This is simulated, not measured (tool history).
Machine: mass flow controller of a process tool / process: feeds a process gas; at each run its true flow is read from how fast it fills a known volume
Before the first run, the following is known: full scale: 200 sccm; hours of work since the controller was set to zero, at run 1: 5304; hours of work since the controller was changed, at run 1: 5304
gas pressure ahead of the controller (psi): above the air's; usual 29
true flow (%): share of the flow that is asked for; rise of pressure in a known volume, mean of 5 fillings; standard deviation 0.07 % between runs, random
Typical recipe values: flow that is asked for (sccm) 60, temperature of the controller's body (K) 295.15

run    hour  flow that is asked for (sccm)  gas pressure ahead of the controller (psi)  temperature of the controller's body (K)  hours of work since the controller was set to zero  hours of work since the controller was changed  true flow (%)
  1       0                             60                                          29                                    295.15                                                5304                                            5304         103.75
  2   590.2                             60                                          29                                    295.15                                                5679                                            5679         104.05
      850.5  -- controller exchanged for a calibrated one
  3  1057.3                             60                                          29                                    295.15                                                 131                                             131          99.05
  4    1303                             60                                          29                                    295.15                                                 288                                             288          98.99
  5  1672.3                             60                                          29                                    295.15                                                 522                                             522          99.19
  6  1954.4                             60                                          29                                    295.15                                                 702                                             702          99.28
  7  2545.7                             60                                          29                                    295.15                                                1078                                            1078           99.7
  8  2932.4                             60                                          29                                    295.15                                                1324                                            1324          99.88
  9  3475.6                             27                                          29                                    295.15                                                1669                                            1669         100.71
 10  3809.9                             60                                          29                                    295.15                                                1882                                            1882          100.4
 11    4291                             60                                          29                                    295.15                                                2187                                            2187         100.71
 12  4731.5                             60                                          29                                    295.15                                                2468                                            2468         101.03
 13  5043.8                             60                                          29                                    295.15                                                2666                                            2666         101.21
 14  5413.3                             64                                        21.5                                    313.15                                                2901                                            2901         102.41
 15  5997.1                            102                                        21.5                                    313.15                                                3272                                            3272         102.65
 16  6319.2                            102                                        21.5                                    313.15                                                3477                                            3477         102.81
 17  6646.6                             33                                        24.5                                    295.15                                                3685                                            3685          102.8
 18    6907                            200                                        21.5                                    295.15                                                3851                                            3851          102.2

Estimate the outcome of run 19 from the log above:
 19  7145.7                            179                                        28.1                                    298.15                                                4002                                            4002              ?

{"run 19": {"true flow (%)": 102.71}}
With the hidden condition absent and the run-to-run variation left alone, this run would have shown true flow (%) 99.75.
